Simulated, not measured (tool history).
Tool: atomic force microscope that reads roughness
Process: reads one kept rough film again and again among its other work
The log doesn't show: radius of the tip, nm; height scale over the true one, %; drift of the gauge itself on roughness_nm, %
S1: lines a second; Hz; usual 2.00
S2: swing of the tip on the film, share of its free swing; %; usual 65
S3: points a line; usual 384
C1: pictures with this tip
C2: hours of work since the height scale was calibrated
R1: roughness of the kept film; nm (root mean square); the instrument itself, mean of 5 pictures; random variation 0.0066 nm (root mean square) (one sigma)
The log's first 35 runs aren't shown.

run   hour    S1  S2   S3  C1   C2     R1
     532.0  -- new tip fitted
 36  535.5  2.58  88  752   5   46  1.078
 37  556.1  2.58  88  752  33   62  0.977
 38  572.3  2.03  74  286  55   74  0.990
 39  591.3  3.34  82  360  82   88  0.797
     599.2  -- new tip fitted
 40  607.8  3.54  86  421  12  100  0.997
 41  619.1  2.34  62  648  27  108  1.175
 42  629.2  0.79  65  384  41  116  1.140
 43  646.7  0.52  64  324  65  129  1.050
 44  663.5  0.52  64  324  88  142  0.969
     667.2  -- new tip fitted
 45  675.4  2.00  66  649  12  150  1.252
 46  697.9  0.66  80  398  42  167  1.113
 47  717.5  1.01  58  790  69  182  1.052

Forecast each of these 5 alternatives for the next run:
     734.6  -- new tip fitted
  A  739.9  1.01  78  790   7  198   ?
     734.6  -- new tip fitted
  B  739.9  3.02  67  683   7  198   ?
     734.6  -- new tip fitted
  C  739.9  0.70  58  256   7  198   ?
     734.6  -- new tip fitted
  D  739.9  1.01  68  888   7  198   ?
     734.6  -- new tip fitted
  E  739.9  2.00  84  966   7  198   ?

run     R1
  A  1.272
  B  1.237
  C  1.297
  D  1.311
  E  1.167
Without the tool's hidden state the same runs would have given:
run     R1
  A  1.324
  B  1.288
  C  1.350
  D  1.365
  E  1.216
